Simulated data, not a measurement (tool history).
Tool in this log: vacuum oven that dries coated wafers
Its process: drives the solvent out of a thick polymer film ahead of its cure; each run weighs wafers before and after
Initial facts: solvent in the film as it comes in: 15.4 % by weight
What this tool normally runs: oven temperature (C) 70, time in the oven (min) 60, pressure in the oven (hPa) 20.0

run 1 hour=0.0 | oven_temperature_(C)=70 time_in_the_oven_(min)=60 pressure_in_the_oven_(hPa)=20.0 | solvent_left_in_the_film_(%)=3.04
run 2 hour=6.8 | oven_temperature_(C)=62 time_in_the_oven_(min)=60 pressure_in_the_oven_(hPa)=20.0 | solvent_left_in_the_film_(%)=5.28
run 3 hour=16.3 | oven_temperature_(C)=62 time_in_the_oven_(min)=60 pressure_in_the_oven_(hPa)=20.0 | solvent_left_in_the_film_(%)=5.25
run 4 hour=32.9 | oven_temperature_(C)=62 time_in_the_oven_(min)=60 pressure_in_the_oven_(hPa)=15.1 | solvent_left_in_the_film_(%)=4.47
run 5 hour=39.7 | oven_temperature_(C)=62 time_in_the_oven_(min)=60 pressure_in_the_oven_(hPa)=15.1 | solvent_left_in_the_film_(%)=4.40
run 6 hour=55.1 | oven_temperature_(C)=62 time_in_the_oven_(min)=60 pressure_in_the_oven_(hPa)=15.1 | solvent_left_in_the_film_(%)=4.56
run 7 hour=69.6 | oven_temperature_(C)=70 time_in_the_oven_(min)=85 pressure_in_the_oven_(hPa)=20.0 | solvent_left_in_the_film_(%)=2.86
run 8 hour=83.9 | oven_temperature_(C)=70 time_in_the_oven_(min)=46 pressure_in_the_oven_(hPa)=20.0 | solvent_left_in_the_film_(%)=3.52
run 9 hour=91.8 | oven_temperature_(C)=70 time_in_the_oven_(min)=63 pressure_in_the_oven_(hPa)=20.0 | solvent_left_in_the_film_(%)=2.97
run 10 hour=105.4 | oven_temperature_(C)=70 time_in_the_oven_(min)=36 pressure_in_the_oven_(hPa)=20.0 | solvent_left_in_the_film_(%)=4.18
run 11 hour=116.7 | oven_temperature_(C)=70 time_in_the_oven_(min)=36 pressure_in_the_oven_(hPa)=20.0 | solvent_left_in_the_film_(%)=4.12
run 12 hour=125.1 | oven_temperature_(C)=73 time_in_the_oven_(min)=60 pressure_in_the_oven_(hPa)=20.0 | solvent_left_in_the_film_(%)=2.53
run 13 hour=138.1 | oven_temperature_(C)=73 time_in_the_oven_(min)=60 pressure_in_the_oven_(hPa)=20.0 | solvent_left_in_the_film_(%)=2.57
run 14 hour=154.3 | oven_temperature_(C)=73 time_in_the_oven_(min)=60 pressure_in_the_oven_(hPa)=20.0 | solvent_left_in_the_film_(%)=2.56
run 15 hour=161.8 | oven_temperature_(C)=70 time_in_the_oven_(min)=60 pressure_in_the_oven_(hPa)=20.0 | solvent_left_in_the_film_(%)=2.99
run 16 hour=172.5 | oven_temperature_(C)=70 time_in_the_oven_(min)=60 pressure_in_the_oven_(hPa)=20.0 | solvent_left_in_the_film_(%)=3.05
run 17 hour=189.1 | oven_temperature_(C)=70 time_in_the_oven_(min)=60 pressure_in_the_oven_(hPa)=20.0 | solvent_left_in_the_film_(%)=3.09
run 18 hour=205.6 | oven_temperature_(C)=70 time_in_the_oven_(min)=60 pressure_in_the_oven_(hPa)=20.0 | solvent_left_in_the_film_(%)=3.11
run 19 hour=215.8 | oven_temperature_(C)=70 time_in_the_oven_(min)=60 pressure_in_the_oven_(hPa)=20.0 | solvent_left_in_the_film_(%)=3.11
run 20 hour=225.6 | oven_temperature_(C)=70 time_in_the_oven_(min)=60 pressure_in_the_oven_(hPa)=20.0 | solvent_left_in_the_film_(%)=3.14
run 21 hour=239.1 | oven_temperature_(C)=70 time_in_the_oven_(min)=60 pressure_in_the_oven_(hPa)=20.0 | solvent_left_in_the_film_(%)=3.13
run 22 hour=255.6 | oven_temperature_(C)=70 time_in_the_oven_(min)=60 pressure_in_the_oven_(hPa)=20.0 | solvent_left_in_the_film_(%)=3.16
run 23 hour=266.2 | oven_temperature_(C)=70 time_in_the_oven_(min)=60 pressure_in_the_oven_(hPa)=20.0 | solvent_left_in_the_film_(%)=3.11
run 24 hour=277.9 | oven_temperature_(C)=70 time_in_the_oven_(min)=60 pressure_in_the_oven_(hPa)=20.0 | solvent_left_in_the_film_(%)=3.15
-- hour=281.0 oven's thermocouples calibrated
run 25 hour=289.7 | oven_temperature_(C)=63 time_in_the_oven_(min)=71 pressure_in_the_oven_(hPa)=22.0 | solvent_left_in_the_film_(%)=5.04
run 26 hour=300.9 | oven_temperature_(C)=70 time_in_the_oven_(min)=61 pressure_in_the_oven_(hPa)=12.8 | solvent_left_in_the_film_(%)=2.28
run 27 hour=310.3 | oven_temperature_(C)=70 time_in_the_oven_(min)=30 pressure_in_the_oven_(hPa)=45.7 | solvent_left_in_the_film_(%)=7.62
run 28 hour=326.2 | oven_temperature_(C)=70 time_in_the_oven_(min)=30 pressure_in_the_oven_(hPa)=45.7 | solvent_left_in_the_film_(%)=7.61
-- hour=330.2 oven's thermocouples calibrated, once more
run 29 hour=336.7 | oven_temperature_(C)=66 time_in_the_oven_(min)=103 pressure_in_the_oven_(hPa)=20.0 | solvent_left_in_the_film_(%)=3.34
run 30 hour=345.4 | oven_temperature_(C)=70 time_in_the_oven_(min)=60 pressure_in_the_oven_(hPa)=22.0 | solvent_left_in_the_film_(%)=3.08
run 31 hour=356.4 | oven_temperature_(C)=85 time_in_the_oven_(min)=43 pressure_in_the_oven_(hPa)=20.0 | solvent_left_in_the_film_(%)=1.44
run 32 hour=363.9 | oven_temperature_(C)=67 time_in_the_oven_(min)=56 pressure_in_the_oven_(hPa)=20.0 | solvent_left_in_the_film_(%)=3.83
run 33 hour=377.9 | oven_temperature_(C)=70 time_in_the_oven_(min)=62 pressure_in_the_oven_(hPa)=57.3 | solvent_left_in_the_film_(%)=7.27
run 34 hour=385.1 | oven_temperature_(C)=70 time_in_the_oven_(min)=62 pressure_in_the_oven_(hPa)=57.3 | solvent_left_in_the_film_(%)=7.39
run 35 hour=392.1 | oven_temperature_(C)=70 time_in_the_oven_(min)=62 pressure_in_the_oven_(hPa)=57.3 | solvent_left_in_the_film_(%)=7.39
run 36 hour=405.1 | oven_temperature_(C)=56 time_in_the_oven_(min)=67 pressure_in_the_oven_(hPa)=15.0 | solvent_left_in_the_film_(%)=6.20
run 37 hour=416.3 | oven_temperature_(C)=61 time_in_the_oven_(min)=96 pressure_in_the_oven_(hPa)=51.2 | solvent_left_in_the_film_(%)=9.92
run 38 hour=431.7 | oven_temperature_(C)=61 time_in_the_oven_(min)=96 pressure_in_the_oven_(hPa)=51.2 | solvent_left_in_the_film_(%)=9.77
run 39 hour=440.7 | oven_temperature_(C)=61 time_in_the_oven_(min)=96 pressure_in_the_oven_(hPa)=51.2 | solvent_left_in_the_film_(%)=9.73
run 40 hour=447.7 | oven_temperature_(C)=61 time_in_the_oven_(min)=96 pressure_in_the_oven_(hPa)=73.0 | solvent_left_in_the_film_(%)=13.39
run 41 hour=461.0 | oven_temperature_(C)=70 time_in_the_oven_(min)=47 pressure_in_the_oven_(hPa)=42.1 | solvent_left_in_the_film_(%)=5.93
run 42 hour=474.7 | oven_temperature_(C)=80 time_in_the_oven_(min)=38 pressure_in_the_oven_(hPa)=64.7 | solvent_left_in_the_film_(%)=5.48
run 43 hour=491.5 | oven_temperature_(C)=80 time_in_the_oven_(min)=38 pressure_in_the_oven_(hPa)=64.7 | solvent_left_in_the_film_(%)=5.57
run 44 hour=503.0 | oven_temperature_(C)=55 time_in_the_oven_(min)=60 pressure_in_the_oven_(hPa)=20.0 | solvent_left_in_the_film_(%)=7.81
run 45 hour=515.3 | oven_temperature_(C)=55 time_in_the_oven_(min)=60 pressure_in_the_oven_(hPa)=20.0 | solvent_left_in_the_film_(%)=7.86
run 46 hour=526.2 | oven_temperature_(C)=70 time_in_the_oven_(min)=60 pressure_in_the_oven_(hPa)=64.5 | solvent_left_in_the_film_(%)=8.31

Forecast each of these 5 alternatives for the next run:
run A hour=534.8 | oven_temperature_(C)=71 time_in_the_oven_(min)=38 pressure_in_the_oven_(hPa)=76.0 | solvent_left_in_the_film_(%)=?
run B hour=534.8 | oven_temperature_(C)=69 time_in_the_oven_(min)=60 pressure_in_the_oven_(hPa)=20.0 | solvent_left_in_the_film_(%)=?
run C hour=534.8 | oven_temperature_(C)=58 time_in_the_oven_(min)=60 pressure_in_the_oven_(hPa)=61.2 | solvent_left_in_the_film_(%)=?
run D hour=534.8 | oven_temperature_(C)=70 time_in_the_oven_(min)=107 pressure_in_the_oven_(hPa)=65.6 | solvent_left_in_the_film_(%)=?
run E hour=534.8 | oven_temperature_(C)=64 time_in_the_oven_(min)=60 pressure_in_the_oven_(hPa)=64.5 | solvent_left_in_the_film_(%)=?

run=A solvent_left_in_the_film_(%)=9.81
run=B solvent_left_in_the_film_(%)=3.27
run=C solvent_left_in_the_film_(%)=13.51
run=D solvent_left_in_the_film_(%)=8.28
run=E solvent_left_in_the_film_(%)=11.02
Take away the tool's hidden state, keep each run's random variation, and the runs would have read:
run=A solvent_left_in_the_film_(%)=9.57
run=B solvent_left_in_the_film_(%)=2.99
run=C solvent_left_in_the_film_(%)=13.13
run=D solvent_left_in_the_film_(%)=8.01
run=E solvent_left_in_the_film_(%)=10.69
